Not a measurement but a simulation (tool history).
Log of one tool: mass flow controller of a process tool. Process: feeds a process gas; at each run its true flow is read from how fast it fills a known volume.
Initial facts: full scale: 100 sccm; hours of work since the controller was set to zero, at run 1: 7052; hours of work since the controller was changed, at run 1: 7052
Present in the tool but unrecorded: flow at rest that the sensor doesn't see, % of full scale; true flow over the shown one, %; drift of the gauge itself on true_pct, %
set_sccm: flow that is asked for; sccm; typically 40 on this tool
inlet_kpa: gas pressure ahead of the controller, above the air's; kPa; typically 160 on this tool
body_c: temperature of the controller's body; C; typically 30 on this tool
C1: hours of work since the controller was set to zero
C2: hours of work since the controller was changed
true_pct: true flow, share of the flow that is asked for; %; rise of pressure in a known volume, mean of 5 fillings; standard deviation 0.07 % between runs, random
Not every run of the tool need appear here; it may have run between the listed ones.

run 1 day=0.000 | set_sccm=40 inlet_kpa=160 body_c=30 | C1=7052 C2=7052 | true_pct=101.35
run 2 day=8.279 | set_sccm=40 inlet_kpa=160 body_c=30 | C1=7176 C2=7176 | true_pct=101.49
run 3 day=15.229 | set_sccm=16 inlet_kpa=160 body_c=30 | C1=7280 C2=7280 | true_pct=102.34
run 4 day=24.104 | set_sccm=86 inlet_kpa=160 body_c=30 | C1=7412 C2=7412 | true_pct=102.06
run 5 day=37.054 | set_sccm=40 inlet_kpa=160 body_c=30 | C1=7606 C2=7606 | true_pct=101.59
run 6 day=48.458 | set_sccm=40 inlet_kpa=160 body_c=30 | C1=7776 C2=7776 | true_pct=101.65
run 7 day=58.554 | set_sccm=40 inlet_kpa=160 body_c=21 | C1=7927 C2=7927 | true_pct=102.80
-- day=59.779 controller's zero set anew
run 8 day=65.958 | set_sccm=40 inlet_kpa=160 body_c=21 | C1=92 C2=8037 | true_pct=101.95
run 9 day=74.917 | set_sccm=40 inlet_kpa=169 body_c=30 | C1=226 C2=8171 | true_pct=100.92
run 10 day=86.821 | set_sccm=40 inlet_kpa=169 body_c=30 | C1=404 C2=8349 | true_pct=101.07
run 11 day=97.450 | set_sccm=40 inlet_kpa=169 body_c=30 | C1=563 C2=8508 | true_pct=101.31
run 12 day=109.025 | set_sccm=40 inlet_kpa=160 body_c=24 | C1=736 C2=8681 | true_pct=101.76
run 13 day=115.300 | set_sccm=71 inlet_kpa=211 body_c=30 | C1=830 C2=8775 | true_pct=102.15
run 14 day=122.108 | set_sccm=57 inlet_kpa=189 body_c=25 | C1=932 C2=8877 | true_pct=102.15
run 15 day=130.262 | set_sccm=22 inlet_kpa=226 body_c=21 | C1=1053 C2=8998 | true_pct=102.31
run 16 day=140.442 | set_sccm=77 inlet_kpa=253 body_c=31 | C1=1205 C2=9151 | true_pct=102.54
run 17 day=150.096 | set_sccm=10 inlet_kpa=167 body_c=37 | C1=1350 C2=9295 | true_pct=100.83
run 18 day=156.967 | set_sccm=40 inlet_kpa=221 body_c=30 | C1=1452 C2=9398 | true_pct=101.91
run 19 day=164.333 | set_sccm=21 inlet_kpa=177 body_c=22 | C1=1563 C2=9508 | true_pct=102.22
-- day=165.696 controller exchanged for a calibrated one
run 20 day=177.125 | set_sccm=40 inlet_kpa=191 body_c=29 | C1=171 C2=171 | true_pct=98.35
run 21 day=187.279 | set_sccm=16 inlet_kpa=185 body_c=21 | C1=323 C2=323 | true_pct=98.75
run 22 day=196.629 | set_sccm=40 inlet_kpa=214 body_c=32 | C1=462 C2=462 | true_pct=98.30

Difference, measured minus no-hidden-state, one row per run. Run-to-run variation is common to both terms; the gauge's own scatter need not be:
run=1 true_pct=+3.46
run=2 true_pct=+3.52
run=3 true_pct=+4.88
run=4 true_pct=+3.14
run=5 true_pct=+3.70
run=6 true_pct=+3.78
run=7 true_pct=+3.86
run=8 true_pct=+3.02
run=9 true_pct=+3.08
run=10 true_pct=+3.15
run=11 true_pct=+3.23
run=12 true_pct=+3.31
run=13 true_pct=+3.29
run=14 true_pct=+3.36
run=15 true_pct=+3.60
run=16 true_pct=+3.44
run=17 true_pct=+4.19
run=18 true_pct=+3.64
run=19 true_pct=+3.89
run=20 true_pct=+0.26
run=21 true_pct=+0.44
run=22 true_pct=+0.38
